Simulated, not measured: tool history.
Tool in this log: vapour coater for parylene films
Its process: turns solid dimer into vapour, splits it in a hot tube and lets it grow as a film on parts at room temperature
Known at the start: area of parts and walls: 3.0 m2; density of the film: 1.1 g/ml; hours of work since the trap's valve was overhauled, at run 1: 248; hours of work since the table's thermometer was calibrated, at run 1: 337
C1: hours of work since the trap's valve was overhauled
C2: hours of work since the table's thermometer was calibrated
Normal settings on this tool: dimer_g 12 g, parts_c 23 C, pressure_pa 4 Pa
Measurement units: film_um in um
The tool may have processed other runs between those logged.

Run 1, hour 0: usual settings; C1 248; C2 337. Result: film_um 2.44 um.
Run 2, hour 10.6: usual settings but pressure_pa 5.22 Pa; C1 256; C2 344. Result: film_um 2.38 um.
Run 3, hour 29.1: usual settings but pressure_pa 5.22 Pa; C1 269; C2 358. Result: film_um 2.38 um.
Run 4, hour 45.2: usual settings but dimer_g 13 g; C1 281; C2 369. Result: film_um 2.64 um.
Run 5, hour 62.5: usual settings but dimer_g 13 g; C1 293; C2 382. Result: film_um 2.64 um.
Run 6, hour 78: usual settings but parts_c 26 C; C1 304; C2 393. Result: film_um 2.1 um.
Run 7, hour 98.9: usual settings but parts_c 26 C; C1 319; C2 408. Result: film_um 2.1 um.
Run 8, hour 119.6: usual settings but parts_c 26 C; C1 334; C2 423. Result: film_um 2.1 um.
Run 9, hour 139.9: usual settings but parts_c 26 C; C1 349; C2 438. Result: film_um 2.14 um.
Run 10, hour 163.7: usual settings but parts_c 26 C; C1 366; C2 455. Result: film_um 2.14 um.
Run 11, hour 175.1: usual settings but parts_c 26 C; C1 374; C2 463. Result: film_um 2.11 um.
Run 12, hour 186.1: usual settings but parts_c 26 C; C1 382; C2 471. Result: film_um 2.08 um.
Run 13, hour 207: usual settings; C1 397; C2 486. Result: film_um 2.41 um.
Run 14, hour 230.7: usual settings; C1 415; C2 503. Result: film_um 2.39 um.
Run 15, hour 241.4: usual settings; C1 422; C2 511. Result: film_um 2.41 um.
Run 16, hour 260.4: usual settings; C1 436; C2 524. Result: film_um 2.38 um.
Run 17, hour 282.1: usual settings; C1 452; C2 540. Result: film_um 2.4 um.
Run 18, hour 305.8: usual settings but dimer_g 9 g; C1 469; C2 557. Result: film_um 1.75 um.
Run 19, hour 326.4: usual settings but dimer_g 9 g; C1 484; C2 572. Result: film_um 1.75 um.
Run 20, hour 347.8: usual settings but dimer_g 7 g; C1 499; C2 588. Result: film_um 1.36 um.
Run 21, hour 358.3: usual settings; C1 507; C2 595. Result: film_um 2.35 um.
Run 22, hour 381.9: usual settings; C1 524; C2 612. Result: film_um 2.38 um.
Run 23, hour 393.7: usual settings but dimer_g 15 g, parts_c 33 C, pressure_pa 4.12 Pa; C1 532; C2 621. Result: film_um 1.87 um.
Run 24, hour 410.1: usual settings but parts_c 28 C, pressure_pa 9.51 Pa; C1 544; C2 632. Result: film_um 1.61 um.
Run 25, hour 428: usual settings but dimer_g 5 g, parts_c 16 C, pressure_pa 6.38 Pa; C1 557; C2 645. Result: film_um 1.23 um.
Run 26, hour 452: usual settings but dimer_g 5 g, parts_c 16 C, pressure_pa 6.38 Pa; C1 574; C2 663. Result: film_um 1.25 um.
Run 27, hour 462.3: usual settings but pressure_pa 4.66 Pa; C1 582; C2 670. Result: film_um 2.26 um.
Run 28, hour 472.3: usual settings but parts_c 20 C, pressure_pa 4.66 Pa; C1 589; C2 677. Result: film_um 2.63 um.
At hour 487.1: trap's valve overhauled.
Run 29, hour 488.9: usual settings but pressure_pa 9.54 Pa; C1 1; C2 686. Result: film_um 2.18 um.
At hour 491.9: table's thermometer calibrated.
Run 30, hour 499.8: usual settings but pressure_pa 9.54 Pa; C1 8; C2 6. Result: film_um 2.17 um.
Run 31, hour 512: usual settings but dimer_g 19 g, pressure_pa 3.28 Pa; C1 17; C2 15. Result: film_um 4.09 um.
Run 32, hour 532.6: usual settings but pressure_pa 8.64 Pa; C1 32; C2 29. Result: film_um 2.18 um.
Run 33, hour 554.9: usual settings but dimer_g 21 g, pressure_pa 7 Pa; C1 48; C2 45. Result: film_um 3.98 um.
At hour 562.6: table's thermometer calibrated, once more.
Run 34, hour 576.4: usual settings but dimer_g 21 g, pressure_pa 7 Pa; C1 63; C2 10. Result: film_um 4.06 um.
Run 35, hour 593.4: usual settings but dimer_g 19 g, parts_c 26 C; C1 75; C2 22. Result: film_um 3.5 um.
Run 36, hour 615: usual settings but parts_c 20 C; C1 91; C2 38. Result: film_um 2.87 um.
Run 37, hour 631.8: usual settings but parts_c 20 C; C1 103; C2 50. Result: film_um 2.94 um.
Run 38, hour 653: usual settings but dimer_g 5 g, parts_c 34 C, pressure_pa 2.71 Pa; C1 118; C2 65. Result: film_um 0.67 um.
Run 39, hour 665.7: usual settings but dimer_g 11 g, parts_c 34 C, pressure_pa 2.71 Pa; C1 127; C2 74. Result: film_um 1.48 um.
Run 40, hour 682.2: usual settings but pressure_pa 2.64 Pa; C1 139; C2 86. Result: film_um 2.65 um.
Run 41, hour 693: usual settings but dimer_g 9 g, parts_c 28 C; C1 147; C2 94. Result: film_um 1.52 um.
Run 42, hour 705.2: usual settings but dimer_g 9 g, parts_c 28 C; C1 156; C2 103. Result: film_um 1.49 um.
Run 43, hour 728.1: usual settings but dimer_g 7 g; C1 172; C2 119. Result: film_um 1.49 um.

5 ways to go on from here, each from the tool as it stands after run 43. What would each give?
Run A, hour 740.3: usual settings but dimer_g 13 g, parts_c 32 C, pressure_pa 8.38 Pa; C1 181; C2 128. Result: film_um ?.
Run B, hour 740.3: usual settings but dimer_g 13 g, pressure_pa 5.12 Pa; C1 181; C2 128. Result: film_um ?.
Run C, hour 740.3: usual settings but dimer_g 7 g, parts_c 32 C, pressure_pa 10.38 Pa; C1 181; C2 128. Result: film_um ?.
Run D, hour 740.3: usual settings but dimer_g 10 g, pressure_pa 6.56 Pa; C1 181; C2 128. Result: film_um ?.
Run E, hour 740.3: usual settings but dimer_g 5 g, pressure_pa 2.14 Pa; C1 181; C2 128. Result: film_um ?.

run  film_um
  A     1.54
  B     2.62
  C     0.81
  D     1.91
  E     1.18
Without the tool's hidden state the same runs would have given:
run  film_um
  A     1.61
  B     2.73
  C     0.85
  D     1.99
  E     1.23

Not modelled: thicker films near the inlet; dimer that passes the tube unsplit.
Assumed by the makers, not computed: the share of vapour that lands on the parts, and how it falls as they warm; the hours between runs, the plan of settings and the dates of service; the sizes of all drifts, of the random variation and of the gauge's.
